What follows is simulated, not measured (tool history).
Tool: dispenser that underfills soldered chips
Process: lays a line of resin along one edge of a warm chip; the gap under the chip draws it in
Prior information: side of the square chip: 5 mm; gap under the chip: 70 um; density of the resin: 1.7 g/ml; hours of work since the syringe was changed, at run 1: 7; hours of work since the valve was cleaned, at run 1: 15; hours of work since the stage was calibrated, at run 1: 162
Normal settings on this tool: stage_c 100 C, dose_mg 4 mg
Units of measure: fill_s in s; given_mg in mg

| run | hour | stage_c | dose_mg | hours of work since the syringe was changed | hours of work since the valve was cleaned | hours of work since the stage was calibrated | fill_s | given_mg |
|---|---|---|---|---|---|---|---|---|
| 1 | 0 | 100 | 4 | 7 | 15 | 162 | 13.9 | 3.962 |
|  | 2 | new syringe of resin |
| 2 | 9.7 | 100 | 4.41 | 6 | 22 | 169 | 12.5 | 4.352 |
|  | 13.1 | new syringe of resin |
| 3 | 18.1 | 100 | 4 | 4 | 28 | 175 | 11.5 | 3.919 |
|  | 24.5 | new syringe of resin |
| 4 | 27 | 85 | 4 | 2 | 34 | 181 | 19.4 | 3.903 |
| 5 | 33.5 | 100 | 4 | 7 | 39 | 186 | 13.4 | 3.893 |
|  | 36.1 | dispensing valve cleaned and set on the balance |
|  | 37.1 | new syringe of resin |
| 6 | 44 | 100 | 4 | 5 | 6 | 193 | 12.7 | 3.992 |
|  | 48.6 | new syringe of resin |
| 7 | 51.8 | 100 | 4 | 2 | 11 | 199 | 11.5 | 3.981 |
| 8 | 59.1 | 100 | 4 | 8 | 17 | 204 | 14.2 | 3.968 |
|  | 60.2 | new syringe of resin |
| 9 | 67.2 | 100 | 4 | 5 | 23 | 210 | 13.1 | 3.939 |
|  | 71.5 | new syringe of resin |
| 10 | 73.9 | 100 | 4 | 2 | 27 | 215 | 10.5 | 3.935 |
|  | 83.1 | new syringe of resin |
| 11 | 83.8 | 100 | 4 | 1 | 34 | 222 | 9.9 | 3.905 |
| 12 | 88 | 100 | 4 | 4 | 38 | 225 | 12.1 | 3.902 |
|  | 93.2 | dispensing valve cleaned and set on the balance |
|  | 95.9 | new syringe of resin |
| 13 | 97.2 | 100 | 4 | 1 | 3 | 231 | 10.5 | 4.017 |
| 14 | 103.8 | 100 | 5.13 | 6 | 8 | 236 | 12.8 | 5.13 |
|  | 107.5 | new syringe of resin |
| 15 | 113.4 | 100 | 4 | 4 | 15 | 243 | 12.3 | 3.987 |
|  | 119.1 | new syringe of resin |
| 16 | 120.4 | 100 | 4 | 1 | 20 | 248 | 10.9 | 3.969 |
|  | 130.3 | new syringe of resin |
| 17 | 130.3 | 100 | 4 | 0 | 27 | 255 | 10.8 | 3.951 |
| 18 | 138.8 | 100 | 4 | 6 | 33 | 261 | 13.4 | 3.93 |
|  | 141.5 | new syringe of resin |
| 19 | 147.5 | 100 | 3.92 | 4 | 39 | 268 | 12.6 | 3.837 |
|  | 149.8 | dispensing valve cleaned and set on the balance |
|  | 153.7 | new syringe of resin |
| 20 | 155 | 102 | 4.42 | 1 | 4 | 272 | 9.8 | 4.402 |
| 21 | 159.6 | 92 | 4.15 | 4 | 7 | 276 | 17.6 | 4.128 |
|  | 165 | new syringe of resin |
| 22 | 168.1 | 103 | 3.43 | 2 | 13 | 282 | 10.6 | 3.394 |
| 23 | 173.5 | 103 | 3.43 | 6 | 17 | 286 | 13 | 3.382 |
|  | 176.1 | new syringe of resin |
| 24 | 179.7 | 113 | 4.34 | 3 | 22 | 290 | 6.9 | 4.253 |
| 25 | 184.2 | 94 | 4.63 | 6 | 25 | 294 | 17.1 | 4.53 |
|  | 187.3 | new syringe of resin |
| 26 | 193 | 110 | 4.97 | 4 | 31 | 300 | 8.1 | 4.852 |
|  | 199.1 | new syringe of resin |
| 27 | 200.5 | 88 | 3.69 | 1 | 37 | 305 | 18 | 3.583 |
|  | 206.9 | dispensing valve cleaned and set on the balance |
| 28 | 210.3 | 88 | 3.69 | 8 | 3 | 312 | 24.2 | 3.686 |
|  | 211.4 | new syringe of resin |
| 29 | 217.4 | 86 | 3.46 | 5 | 8 | 317 | 24.3 | 3.447 |
|  | 222.8 | new syringe of resin |
| 30 | 226.8 | 107 | 4.97 | 3 | 14 | 324 | 8.7 | 4.927 |
| 31 | 232.1 | 98 | 3.64 | 7 | 18 | 328 | 15.2 | 3.601 |
|  | 234.3 | new syringe of resin |
| 32 | 239.5 | 100 | 3.73 | 4 | 24 | 333 | 12.6 | 3.669 |
| 33 | 243.5 | 87 | 5.16 | 7 | 27 | 336 | 24 | 5.073 |
|  | 245.7 | new syringe of resin |
| 34 | 250 | 104 | 4.59 | 3 | 31 | 341 | 9.9 | 4.495 |
| 35 | 255.8 | 104 | 4.59 | 8 | 36 | 345 | 11.8 | 4.47 |
|  | 256.8 | new syringe of resin |
|  | 263.9 | dispensing valve cleaned and set on the balance |
| 36 | 265.6 | 109 | 3.74 | 6 | 1 | 351 | 9.4 | 3.753 |

How the hidden state differs across the entries between the runs, from the last listed run before each to the first after it:
Between runs 1 and 2: new syringe of resin (hour 2)
  resin's viscosity, % of fresh resin's: 135.5 -> 128.5; dose that the valve gives, % of what is set: 98.94 -> 98.42; true chip temperature over the reading, C: -0.62 -> -0.66
  the result without the hidden state subtracted from the measured one, fill_s: +3.9 -> +3.2 s; given_mg: -0.042 -> -0.07 mg
Between runs 2 and 3: new syringe of resin (hour 13.1)
  resin's viscosity, % of fresh resin's: 128.5 -> 117.6; dose that the valve gives, % of what is set: 98.42 -> 98.02; true chip temperature over the reading, C: -0.66 -> -0.69
  the result without the hidden state subtracted from the measured one, fill_s: +3.2 -> +2.1 s; given_mg: -0.07 -> -0.079 mg
Between runs 3 and 4: new syringe of resin (hour 24.5)
  resin's viscosity, % of fresh resin's: 117.6 -> 105.6; dose that the valve gives, % of what is set: 98.02 -> 97.57; true chip temperature over the reading, C: -0.69 -> -0.73
  the result without the hidden state subtracted from the measured one, fill_s: +2.1 -> +1.7 s; given_mg: -0.079 -> -0.097 mg
Between runs 5 and 6: dispensing valve cleaned and set on the balance (hour 36.1); new syringe of resin (hour 37.1)
  resin's viscosity, % of fresh resin's: 130.5 -> 124.5; dose that the valve gives, % of what is set: 97.25 -> 99.85; true chip temperature over the reading, C: -0.75 -> -0.79
  the result without the hidden state subtracted from the measured one, fill_s: +3.5 -> +2.9 s; given_mg: -0.11 -> -0.006 mg
Between runs 6 and 7: new syringe of resin (hour 48.6)
  resin's viscosity, % of fresh resin's: 124.5 -> 111.7; dose that the valve gives, % of what is set: 99.85 -> 99.45; true chip temperature over the reading, C: -0.79 -> -0.82
  the result without the hidden state subtracted from the measured one, fill_s: +2.9 -> +1.5 s; given_mg: -0.006 -> -0.022 mg
Between runs 8 and 9: new syringe of resin (hour 60.2)
  resin's viscosity, % of fresh resin's: 141 -> 126.2; dose that the valve gives, % of what is set: 99.06 -> 98.65; true chip temperature over the reading, C: -0.85 -> -0.88
  the result without the hidden state subtracted from the measured one, fill_s: +4.6 -> +3.1 s; given_mg: -0.037 -> -0.054 mg
Between runs 9 and 10: new syringe of resin (hour 71.5)
  resin's viscosity, % of fresh resin's: 126.2 -> 107.8; dose that the valve gives, % of what is set: 98.65 -> 98.29; true chip temperature over the reading, C: -0.88 -> -0.91
  the result without the hidden state subtracted from the measured one, fill_s: +3.1 -> +1.2 s; given_mg: -0.054 -> -0.069 mg
Between runs 10 and 11: new syringe of resin (hour 83.1)
  resin's viscosity, % of fresh resin's: 107.8 -> 100.6; dose that the valve gives, % of what is set: 98.29 -> 97.77; true chip temperature over the reading, C: -0.91 -> -0.94
  the result without the hidden state subtracted from the measured one, fill_s: +1.2 -> +0.5 s; given_mg: -0.069 -> -0.089 mg
Between runs 12 and 13: dispensing valve cleaned and set on the balance (hour 93.2); new syringe of resin (hour 95.9)
  resin's viscosity, % of fresh resin's: 115 -> 104; dose that the valve gives, % of what is set: 97.56 -> 100.4; true chip temperature over the reading, C: -0.96 -> -0.99
  the result without the hidden state subtracted from the measured one, fill_s: +2 -> +0.8 s; given_mg: -0.097 -> +0.016 mg
Between runs 14 and 15: new syringe of resin (hour 107.5)
  resin's viscosity, % of fresh resin's: 128.9 -> 122; dose that the valve gives, % of what is set: 100.05 -> 99.6; true chip temperature over the reading, C: -1.02 -> -1.06
  the result without the hidden state subtracted from the measured one, fill_s: +3.2 -> +2.7 s; given_mg: +0.003 -> -0.016 mg
Between runs 15 and 16: new syringe of resin (hour 119.1)
  resin's viscosity, % of fresh resin's: 122 -> 104.6; dose that the valve gives, % of what is set: 99.6 -> 99.27; true chip temperature over the reading, C: -1.06 -> -1.09
  the result without the hidden state subtracted from the measured one, fill_s: +2.7 -> +1 s; given_mg: -0.016 -> -0.029 mg
Between runs 16 and 17: new syringe of resin (hour 130.3)
  resin's viscosity, % of fresh resin's: 104.6 -> 99.5; dose that the valve gives, % of what is set: 99.27 -> 98.8; true chip temperature over the reading, C: -1.09 -> -1.13
  the result without the hidden state subtracted from the measured one, fill_s: +1 -> +0.5 s; given_mg: -0.029 -> -0.048 mg
Between runs 18 and 19: new syringe of resin (hour 141.5)
  resin's viscosity, % of fresh resin's: 130.5 -> 121.7; dose that the valve gives, % of what is set: 98.36 -> 97.94; true chip temperature over the reading, C: -1.16 -> -1.2
  the result without the hidden state subtracted from the measured one, fill_s: +3.7 -> +2.8 s; given_mg: -0.065 -> -0.081 mg
Between runs 19 and 20: dispensing valve cleaned and set on the balance (hour 149.8); new syringe of resin (hour 153.7)
  resin's viscosity, % of fresh resin's: 121.7 -> 103.2; dose that the valve gives, % of what is set: 97.94 -> 99.45; true chip temperature over the reading, C: -1.2 -> -1.22
  the result without the hidden state subtracted from the measured one, fill_s: +2.8 -> +0.7 s; given_mg: -0.081 -> -0.024 mg
Between runs 21 and 22: new syringe of resin (hour 165)
  resin's viscosity, % of fresh resin's: 119.9 -> 110.3; dose that the valve gives, % of what is set: 99.21 -> 98.74; true chip temperature over the reading, C: -1.24 -> -1.27
  the result without the hidden state subtracted from the measured one, fill_s: +3.7 -> +1.5 s; given_mg: -0.033 -> -0.044 mg
Between runs 23 and 24: new syringe of resin (hour 176.1)
  resin's viscosity, % of fresh resin's: 131.2 -> 114.1; dose that the valve gives, % of what is set: 98.48 -> 98.19; true chip temperature over the reading, C: -1.29 -> -1.32
  the result without the hidden state subtracted from the measured one, fill_s: +3.6 -> +1.1 s; given_mg: -0.052 -> -0.078 mg
Between runs 25 and 26: new syringe of resin (hour 187.3)
  resin's viscosity, % of fresh resin's: 131.9 -> 120.1; dose that the valve gives, % of what is set: 97.96 -> 97.56; true chip temperature over the reading, C: -1.34 -> -1.37
  the result without the hidden state subtracted from the measured one, fill_s: +4.9 -> +1.7 s; given_mg: -0.095 -> -0.121 mg
Between runs 26 and 27: new syringe of resin (hour 199.1)
  resin's viscosity, % of fresh resin's: 120.1 -> 103.9; dose that the valve gives, % of what is set: 97.56 -> 97.17; true chip temperature over the reading, C: -1.37 -> -1.4
  the result without the hidden state subtracted from the measured one, fill_s: +1.7 -> +2 s; given_mg: -0.121 -> -0.104 mg
Between runs 27 and 28: dispensing valve cleaned and set on the balance (hour 206.9)
  resin's viscosity, % of fresh resin's: 103.9 -> 138.1; dose that the valve gives, % of what is set: 97.17 -> 99.92; true chip temperature over the reading, C: -1.4 -> -1.43
  the result without the hidden state subtracted from the measured one, fill_s: +2 -> +7.8 s; given_mg: -0.104 -> -0.003 mg
Between runs 28 and 29: new syringe of resin (hour 211.4)
  resin's viscosity, % of fresh resin's: 138.1 -> 123.2; dose that the valve gives, % of what is set: 99.92 -> 99.55; true chip temperature over the reading, C: -1.43 -> -1.46
  the result without the hidden state subtracted from the measured one, fill_s: +7.8 -> +5.9 s; given_mg: -0.003 -> -0.016 mg
Between runs 29 and 30: new syringe of resin (hour 222.8)
  resin's viscosity, % of fresh resin's: 123.2 -> 114.2; dose that the valve gives, % of what is set: 99.55 -> 99.07; true chip temperature over the reading, C: -1.46 -> -1.49
  the result without the hidden state subtracted from the measured one, fill_s: +5.9 -> +1.5 s; given_mg: -0.016 -> -0.046 mg
Between runs 31 and 32: new syringe of resin (hour 234.3)
  resin's viscosity, % of fresh resin's: 135.5 -> 119.4; dose that the valve gives, % of what is set: 98.8 -> 98.41; true chip temperature over the reading, C: -1.52 -> -1.54
  the result without the hidden state subtracted from the measured one, fill_s: +4.8 -> +2.8 s; given_mg: -0.044 -> -0.06 mg
Between runs 33 and 34: new syringe of resin (hour 245.7)
  resin's viscosity, % of fresh resin's: 135.9 -> 114.2; dose that the valve gives, % of what is set: 98.21 -> 97.9; true chip temperature over the reading, C: -1.56 -> -1.59
  the result without the hidden state subtracted from the measured one, fill_s: +7.4 -> +1.8 s; given_mg: -0.093 -> -0.097 mg
Between runs 35 and 36: new syringe of resin (hour 256.8); dispensing valve cleaned and set on the balance (hour 263.9)
  resin's viscosity, % of fresh resin's: 137.7 -> 127.9; dose that the valve gives, % of what is set: 97.57 -> 100.25; true chip temperature over the reading, C: -1.61 -> -1.64
  the result without the hidden state subtracted from the measured one, fill_s: +3.9 -> +2.5 s; given_mg: -0.112 -> +0.01 mg

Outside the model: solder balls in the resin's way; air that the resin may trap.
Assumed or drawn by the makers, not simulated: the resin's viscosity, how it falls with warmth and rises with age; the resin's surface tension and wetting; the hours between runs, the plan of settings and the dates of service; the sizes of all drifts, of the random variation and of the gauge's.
